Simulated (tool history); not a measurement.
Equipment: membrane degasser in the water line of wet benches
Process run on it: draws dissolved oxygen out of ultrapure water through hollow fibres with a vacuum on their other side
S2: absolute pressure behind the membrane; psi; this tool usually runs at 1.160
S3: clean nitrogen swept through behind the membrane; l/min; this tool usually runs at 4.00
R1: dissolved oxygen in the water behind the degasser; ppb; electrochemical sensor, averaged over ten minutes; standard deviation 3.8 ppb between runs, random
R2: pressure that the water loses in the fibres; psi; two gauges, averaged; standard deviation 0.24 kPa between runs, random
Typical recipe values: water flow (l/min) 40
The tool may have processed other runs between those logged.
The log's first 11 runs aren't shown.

run 12 hour=1764.7 | water_flow_(l/min)=40 S2=1.160 S3=2.94 | R1=425.0 R2=9.008
run 13 hour=1890.6 | water_flow_(l/min)=40 S2=1.160 S3=2.94 | R1=429.6 R2=9.013
run 14 hour=1974.9 | water_flow_(l/min)=40 S2=1.160 S3=4.00 | R1=390.2 R2=9.017
run 15 hour=2098.0 | water_flow_(l/min)=40 S2=2.242 S3=4.00 | R1=549.3 R2=8.992
run 16 hour=2202.3 | water_flow_(l/min)=40 S2=2.242 S3=4.00 | R1=547.0 R2=9.030
run 17 hour=2368.5 | water_flow_(l/min)=40 S2=2.242 S3=4.00 | R1=547.7 R2=9.021
run 18 hour=2505.0 | water_flow_(l/min)=42 S2=0.973 S3=4.00 | R1=402.7 R2=9.490
run 19 hour=2606.5 | water_flow_(l/min)=42 S2=0.973 S3=4.00 | R1=400.1 R2=9.496
run 20 hour=2733.7 | water_flow_(l/min)=42 S2=1.094 S3=3.68 | R1=426.6 R2=9.522
run 21 hour=2839.6 | water_flow_(l/min)=28 S2=0.793 S3=2.82 | R1=170.9 R2=6.361
run 22 hour=2933.4 | water_flow_(l/min)=28 S2=0.793 S3=2.82 | R1=170.4 R2=6.315
run 23 hour=3029.2 | water_flow_(l/min)=62 S2=1.749 S3=2.73 | R1=1063.3 R2=14.072
run 24 hour=3223.3 | water_flow_(l/min)=30 S2=1.749 S3=2.73 | R1=361.8 R2=6.779
run 25 hour=3364.3 | water_flow_(l/min)=30 S2=1.749 S3=2.73 | R1=354.6 R2=6.828
run 26 hour=3534.3 | water_flow_(l/min)=30 S2=1.646 S3=2.73 | R1=343.1 R2=6.744
run 27 hour=3674.6 | water_flow_(l/min)=30 S2=1.510 S3=6.14 | R1=222.3 R2=6.744
run 28 hour=3826.0 | water_flow_(l/min)=36 S2=0.986 S3=4.00 | R1=301.3 R2=8.128
-- hour=3903.5 vacuum gauge calibrated
run 29 hour=3969.7 | water_flow_(l/min)=36 S2=0.986 S3=4.00 | R1=301.6 R2=8.148
run 30 hour=4078.6 | water_flow_(l/min)=50 S2=1.993 S3=3.86 | R1=747.2 R2=11.410
run 31 hour=4189.0 | water_flow_(l/min)=36 S2=1.160 S3=1.87 | R1=429.9 R2=8.141
-- hour=4217.4 seals of the vacuum lines changed
run 32 hour=4317.1 | water_flow_(l/min)=36 S2=0.761 S3=11.74 | R1=245.0 R2=8.173
run 33 hour=4507.5 | water_flow_(l/min)=36 S2=0.761 S3=11.74 | R1=246.2 R2=8.202

Branching from run 33: 3 alternative next runs. What would each branch give?
run A hour=4615.9 | water_flow_(l/min)=36 S2=0.761 S3=4.42 | R1=? R2=?
run B hour=4615.9 | water_flow_(l/min)=52 S2=2.614 S3=5.54 | R1=? R2=?
run C hour=4615.9 | water_flow_(l/min)=45 S2=1.160 S3=3.77 | R1=? R2=?

run=A R1=266.9 R2=8.222
run=B R1=820.3 R2=11.889
run=C R1=508.3 R2=10.234
Had the tool no hidden state, the same runs would have come out as:
run=A R1=248.4 R2=8.032
run=B R1=788.5 R2=11.610
run=C R1=481.8 R2=9.996
